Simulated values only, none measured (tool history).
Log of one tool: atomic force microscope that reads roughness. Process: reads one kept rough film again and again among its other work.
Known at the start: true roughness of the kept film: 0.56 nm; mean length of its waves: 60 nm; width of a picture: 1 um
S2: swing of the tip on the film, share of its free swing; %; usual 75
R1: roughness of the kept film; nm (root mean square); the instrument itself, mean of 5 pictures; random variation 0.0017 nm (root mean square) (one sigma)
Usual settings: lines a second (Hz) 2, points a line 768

run 1 hour=0 | lines_a_second_(Hz)=2 S2=75 points_a_line=768 | R1=0.485
run 2 hour=7 | lines_a_second_(Hz)=2 S2=75 points_a_line=768 | R1=0.481
run 3 hour=12.8 | lines_a_second_(Hz)=2 S2=75 points_a_line=768 | R1=0.488
-- hour=17.1 new tip fitted
run 4 hour=22.3 | lines_a_second_(Hz)=2 S2=75 points_a_line=768 | R1=0.486
run 5 hour=34.5 | lines_a_second_(Hz)=2 S2=75 points_a_line=768 | R1=0.485
run 6 hour=45.5 | lines_a_second_(Hz)=2 S2=75 points_a_line=768 | R1=0.484
run 7 hour=52 | lines_a_second_(Hz)=2 S2=75 points_a_line=768 | R1=0.485
run 8 hour=63.8 | lines_a_second_(Hz)=2 S2=59 points_a_line=768 | R1=0.527
run 9 hour=69.5 | lines_a_second_(Hz)=2 S2=59 points_a_line=768 | R1=0.529
run 10 hour=77.1 | lines_a_second_(Hz)=2 S2=59 points_a_line=768 | R1=0.525
run 11 hour=82.8 | lines_a_second_(Hz)=2 S2=75 points_a_line=400 | R1=0.481
run 12 hour=94.5 | lines_a_second_(Hz)=2 S2=75 points_a_line=400 | R1=0.483
run 13 hour=103.4 | lines_a_second_(Hz)=2 S2=73 points_a_line=400 | R1=0.489
run 14 hour=111.5 | lines_a_second_(Hz)=2 S2=75 points_a_line=768 | R1=0.485
run 15 hour=120.2 | lines_a_second_(Hz)=2 S2=75 points_a_line=768 | R1=0.485
run 16 hour=130.4 | lines_a_second_(Hz)=3.52 S2=83 points_a_line=768 | R1=0.402
run 17 hour=137.4 | lines_a_second_(Hz)=1.74 S2=59 points_a_line=768 | R1=0.53
run 18 hour=143.9 | lines_a_second_(Hz)=2 S2=81 points_a_line=807 | R1=0.465
run 19 hour=155.3 | lines_a_second_(Hz)=2 S2=81 points_a_line=807 | R1=0.465
run 20 hour=165.9 | lines_a_second_(Hz)=0.88 S2=73 points_a_line=640 | R1=0.525

The next listed run, before its measurement:
-- hour=172.2 new tip fitted
run 21 hour=175.8 | lines_a_second_(Hz)=3.73 S2=69 points_a_line=768 | R1=?

Run 21 gave R1 0.467 nm (root mean square).
Without the tool's hidden state the same run would have given R1 0.467 nm (root mean square).
